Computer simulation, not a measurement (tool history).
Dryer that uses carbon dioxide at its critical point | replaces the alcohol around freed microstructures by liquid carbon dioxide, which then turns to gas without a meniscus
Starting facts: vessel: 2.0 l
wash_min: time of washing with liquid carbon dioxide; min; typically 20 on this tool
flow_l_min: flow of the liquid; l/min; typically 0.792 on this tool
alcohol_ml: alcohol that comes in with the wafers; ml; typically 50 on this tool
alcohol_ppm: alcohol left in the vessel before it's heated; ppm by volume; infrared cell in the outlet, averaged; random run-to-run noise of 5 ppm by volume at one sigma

run,hour,wash_min,flow_l_min,alcohol_ml,alcohol_ppm
1,0.0,20,0.792,50,127
2,9.4,20,0.792,50,125
3,17.2,20,1.026,50,100
4,25.1,20,0.581,50,229
5,37.5,20,0.938,50,108
6,48.7,20,0.984,50,114
7,65.9,20,0.792,70,143
8,78.2,20,0.792,70,138
9,92.2,19,1.165,70,126
10,102.1,14,0.792,59,306
11,112.3,21,0.808,35,143
12,122.7,20,1.284,27,129
13,140.1,16,1.224,84,139
14,154.8,12,0.751,84,851

Below are 4 alternative next runs, each starting from the tool's condition after run 14. Predict each:
A,165.5,18,0.792,42,?
B,165.5,12,0.979,23,?
C,165.5,12,1.052,23,?
D,165.5,15,0.751,59,?

run,alcohol_ppm
A,175
B,195
C,170
D,311
Without the tool's hidden state the same runs would have given:
run,alcohol_ppm
A,29
B,42
C,26
D,118
